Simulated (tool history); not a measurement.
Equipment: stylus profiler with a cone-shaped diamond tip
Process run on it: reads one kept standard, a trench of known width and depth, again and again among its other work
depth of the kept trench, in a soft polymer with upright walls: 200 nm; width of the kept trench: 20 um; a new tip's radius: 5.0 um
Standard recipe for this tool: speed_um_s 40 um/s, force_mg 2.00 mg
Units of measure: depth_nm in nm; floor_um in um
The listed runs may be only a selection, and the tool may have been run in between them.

run	hour	speed_um_s	force_mg	depth_nm	floor_um
1	0.0	40	2.00	201.33	16.89
2	10.1	40	2.00	201.14	16.83
3	26.1	40	2.00	201.31	16.80
4	41.0	40	2.00	201.48	16.84
5	55.9	40	2.00	201.47	16.80
6	63.3	40	2.00	201.21	16.82
7	78.7	40	2.00	201.25	16.82
8	92.6	40	2.00	201.30	16.84
9	106.7	40	2.00	201.33	16.88
10	120.4	40	2.00	201.31	16.78
11	130.3	12	3.14	201.84	17.02
12	143.5	13	1.16	201.16	16.93

Run 13, settings as shown, results not yet in. Your forecast:
# hour 144.8: height scale calibrated on a step standard
13	155.8	13	1.16	?	?

depth_nm: 201.21 nm
floor_um: 16.87 um
With no hidden state in the tool, this same run would have given depth_nm 200.82 nm, floor_um 17.04 um.
